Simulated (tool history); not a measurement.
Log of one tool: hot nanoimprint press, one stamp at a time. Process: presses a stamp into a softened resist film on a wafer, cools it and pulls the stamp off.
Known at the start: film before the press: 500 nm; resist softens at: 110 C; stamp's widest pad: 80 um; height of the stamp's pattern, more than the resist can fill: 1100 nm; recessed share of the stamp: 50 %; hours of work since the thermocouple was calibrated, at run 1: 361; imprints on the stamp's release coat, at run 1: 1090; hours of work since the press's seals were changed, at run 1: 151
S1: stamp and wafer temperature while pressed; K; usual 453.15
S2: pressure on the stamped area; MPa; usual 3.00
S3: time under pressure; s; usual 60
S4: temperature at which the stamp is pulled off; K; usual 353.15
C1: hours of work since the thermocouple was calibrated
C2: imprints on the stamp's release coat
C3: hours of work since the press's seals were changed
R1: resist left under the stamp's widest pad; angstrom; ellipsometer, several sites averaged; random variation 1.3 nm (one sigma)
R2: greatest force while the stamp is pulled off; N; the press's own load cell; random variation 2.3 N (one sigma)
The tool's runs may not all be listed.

| run | hour | S1 | S2 | S3 | S4 | C1 | C2 | C3 | R1 | R2 |
|---|---|---|---|---|---|---|---|---|---|---|
| 1 | 0.0 | 453.15 | 3.00 | 60 | 353.15 | 361 | 1090 | 151 | 2083 | 102 |
| 2 | 6.5 | 453.15 | 3.00 | 60 | 353.15 | 364 | 1114 | 154 | 2060 | 104 |
| 3 | 12.5 | 453.15 | 3.35 | 60 | 353.15 | 367 | 1136 | 157 | 1991 | 102 |
| 4 | 21.2 | 453.15 | 3.35 | 60 | 353.15 | 372 | 1168 | 161 | 1989 | 105 |
| 5 | 27.2 | 453.15 | 3.00 | 60 | 353.15 | 374 | 1190 | 164 | 2093 | 101 |
| 6 | 33.7 | 453.15 | 3.00 | 60 | 353.15 | 378 | 1214 | 167 | 2092 | 102 |
| 7 | 41.1 | 453.15 | 3.00 | 57 | 353.15 | 381 | 1241 | 171 | 2129 | 103 |
| 8 | 47.4 | 453.15 | 3.00 | 62 | 353.15 | 384 | 1265 | 174 | 2029 | 101 |
| 9 | 54.0 | 453.15 | 3.00 | 62 | 353.15 | 387 | 1289 | 177 | 2042 | 101 |
| 10 | 57.7 | 453.15 | 3.00 | 62 | 353.15 | 389 | 1303 | 179 | 2043 | 102 |
| 11 | 64.5 | 453.15 | 3.00 | 60 | 353.15 | 392 | 1327 | 182 | 2084 | 103 |
| 12 | 71.7 | 453.15 | 3.00 | 60 | 353.15 | 396 | 1354 | 186 | 2086 | 102 |
| 13 | 76.2 | 455.15 | 3.00 | 60 | 354.15 | 398 | 1371 | 188 | 1915 | 102 |
| 14 | 80.2 | 446.15 | 3.00 | 52 | 341.15 | 400 | 1385 | 190 | 2917 | 114 |
|  | 91.9 | plate thermocouple calibrated |
| 15 | 92.3 | 446.15 | 3.00 | 52 | 341.15 | 0 | 1419 | 194 | 2949 | 116 |
| 16 | 96.5 | 460.15 | 3.39 | 60 | 351.15 | 2 | 1434 | 196 | 1460 | 102 |
| 17 | 105.4 | 456.15 | 4.72 | 60 | 347.15 | 7 | 1467 | 200 | 1482 | 108 |
| 18 | 113.2 | 453.15 | 3.00 | 64 | 353.15 | 10 | 1496 | 204 | 2044 | 100 |
| 19 | 117.8 | 458.15 | 3.00 | 90 | 353.15 | 13 | 1513 | 206 | 1409 | 101 |
| 20 | 124.3 | 458.15 | 3.00 | 90 | 353.15 | 16 | 1537 | 210 | 1418 | 99 |
| 21 | 131.0 | 458.15 | 3.00 | 90 | 353.15 | 19 | 1561 | 213 | 1397 | 104 |
| 22 | 135.9 | 458.15 | 3.13 | 90 | 344.15 | 21 | 1579 | 215 | 1379 | 110 |
| 23 | 143.1 | 458.15 | 3.13 | 90 | 344.15 | 25 | 1606 | 219 | 1385 | 114 |

4 ways to go on from here, each from the tool as it stands after run 23. What would each give?
| A | 146.9 | 458.15 | 3.13 | 90 | 353.15 | 27 | 1620 | 220 | ? | ? |
| B | 146.9 | 453.15 | 1.85 | 38 | 358.15 | 27 | 1620 | 220 | ? | ? |
| C | 146.9 | 460.15 | 2.60 | 48 | 344.15 | 27 | 1620 | 220 | ? | ? |
| D | 146.9 | 458.15 | 3.40 | 33 | 350.15 | 27 | 1620 | 220 | ? | ? |

| run | R1 | R2 |
|---|---|---|
| A | 1380 | 105 |
| B | 2974 | 97 |
| C | 1825 | 109 |
| D | 2059 | 107 |
Without the tool's hidden state the same runs would have given:
| run | R1 | R2 |
|---|---|---|
| A | 1380 | 104 |
| B | 2975 | 96 |
| C | 1826 | 108 |
| D | 2059 | 106 |
